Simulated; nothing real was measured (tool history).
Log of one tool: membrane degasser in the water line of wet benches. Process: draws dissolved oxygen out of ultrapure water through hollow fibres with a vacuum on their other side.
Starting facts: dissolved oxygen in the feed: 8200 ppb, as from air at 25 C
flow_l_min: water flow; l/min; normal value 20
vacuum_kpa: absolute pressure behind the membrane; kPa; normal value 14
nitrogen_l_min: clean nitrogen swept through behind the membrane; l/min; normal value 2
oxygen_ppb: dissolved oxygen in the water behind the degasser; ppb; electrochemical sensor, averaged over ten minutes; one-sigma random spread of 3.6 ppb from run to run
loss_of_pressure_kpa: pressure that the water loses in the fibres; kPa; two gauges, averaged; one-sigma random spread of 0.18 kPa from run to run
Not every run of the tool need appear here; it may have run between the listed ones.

run    hour  flow_l_min  vacuum_kpa  nitrogen_l_min  oxygen_ppb  loss_of_pressure_kpa
  1       0          20          14               2         354                 31.43
  2    97.9          20          14            4.59       232.3                 31.44
  3     174          27          14               2       502.8                 42.54
  4     252          27         9.1               2       367.1                 42.92
  5   316.3          20          14               2       356.9                 31.18
  6   398.2          32          14               2       590.7                  50.1
  7   485.8          32          14               2       609.4                 49.99
  8   569.1          32          14               2       597.1                  50.2
  9   644.6          20          14            3.52       261.3                 31.29
 10     703          20          14            3.52       258.6                 31.52
 11   790.6          20          14               2       359.7                 31.29
 12   855.7          20          14               2       367.6                 31.51
 13   947.3          20        13.6               2       357.6                 31.16
 14    1034          21          14               2       384.6                 32.55
 15  1113.8          20          14               2       357.4                 31.19
 16  1165.2          20          14               2       360.3                 31.27
 17  1260.9          27        24.1               2       780.5                 42.24
 18  1356.4          12        21.9               2       312.4                 18.53
 19  1437.8          27        12.6            3.61         351                 41.95
 20    1483          20         9.2            2.36       241.6                 31.04
 21  1530.2          20         9.2            2.36       242.1                 30.95
 22  1572.4          13          14            3.58       150.4                 20.37
 23  1669.2          13          14            3.58       152.4                 20.03
 24  1739.7          20        22.1            1.12       809.7                 31.03

Predict the results of run 25:
 25  1780.4          20        14.1            1.12           ?                     ?

oxygen_ppb: 532.2 ppb
loss_of_pressure_kpa: 30.81 kPa
The same run, on a tool lacking any hidden state, would have yielded oxygen_ppb 531.6 ppb, loss_of_pressure_kpa 31.4 kPa.
